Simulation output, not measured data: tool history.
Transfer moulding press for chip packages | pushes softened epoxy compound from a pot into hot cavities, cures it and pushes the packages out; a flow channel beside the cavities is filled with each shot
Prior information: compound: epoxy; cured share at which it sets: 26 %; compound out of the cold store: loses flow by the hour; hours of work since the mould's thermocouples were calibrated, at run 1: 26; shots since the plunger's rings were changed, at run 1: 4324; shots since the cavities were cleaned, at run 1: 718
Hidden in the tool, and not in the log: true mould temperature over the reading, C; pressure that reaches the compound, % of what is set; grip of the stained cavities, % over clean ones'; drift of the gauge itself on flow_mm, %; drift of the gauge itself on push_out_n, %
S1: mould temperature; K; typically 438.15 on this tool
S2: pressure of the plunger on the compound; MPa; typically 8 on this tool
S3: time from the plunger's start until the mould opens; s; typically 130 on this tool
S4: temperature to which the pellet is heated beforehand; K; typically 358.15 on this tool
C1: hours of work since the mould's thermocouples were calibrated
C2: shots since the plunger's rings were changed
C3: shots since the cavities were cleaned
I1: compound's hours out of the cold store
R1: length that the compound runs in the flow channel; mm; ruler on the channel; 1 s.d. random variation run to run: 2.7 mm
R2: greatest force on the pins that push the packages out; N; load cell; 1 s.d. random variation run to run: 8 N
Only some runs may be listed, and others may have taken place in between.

run	day	S1	S2	S3	S4	C1	C2	C3	I1	R1	R2
1	0	438.15	8	130	358.15	26	4324	718	32.9	511	468
# day 0.329: plunger's sealing rings changed
# day 0.421: cavities cleaned with cleaning compound and waxed
2	0.6	438.15	8	130	358.15	33	50	43	20.9	586	362
3	1.021	438.15	8	130	358.15	40	151	144	8.4	605	406
4	1.454	438.15	8	135	358.15	46	254	247	37.8	553	392
5	1.65	438.15	8	135	358.15	49	300	293	45.2	541	417
6	2	438.15	8	135	358.15	55	384	377	19.6	583	424
7	2.225	438.15	8	130	358.15	59	438	431	33.8	553	457
8	2.425	438.15	8	157	358.15	62	485	478	34.1	552	392
9	2.725	438.15	8	130	366.15	66	557	550	18.8	585	468
10	2.925	438.15	8	130	366.15	70	605	598	46.6	531	461
11	3.2	438.15	8	130	366.15	74	670	663	19.7	577	475
12	3.612	438.15	8	130	366.15	80	769	762	33.2	553	472
# day 3.754: cavities cleaned with cleaning compound and waxed
13	4.15	438.15	8	130	366.15	88	883	95	38.3	543	371
14	4.4	438.15	8	130	366.15	92	942	154	17.6	576	394
15	4.812	445.15	8	130	358.15	98	1040	252	25	550	358
16	5.233	445.15	8	130	354.15	105	1141	353	44.8	517	421
17	5.533	438.15	7.02	130	358.15	110	1213	425	9.4	550	453
18	5.979	438.15	7.02	130	358.15	117	1319	531	41.4	496	443
19	6.212	438.15	7.02	130	364.15	120	1375	587	34.9	505	461

The next listed run, before its measurement:
20	6.492	436.15	7.03	130	358.15	125	1442	654	18	?	?

R1: 538 mm
R2: 520 N
Were there no unlogged condition in the tool, this run, its random variation unchanged, would have produced R1 555 mm, R2 380 N.
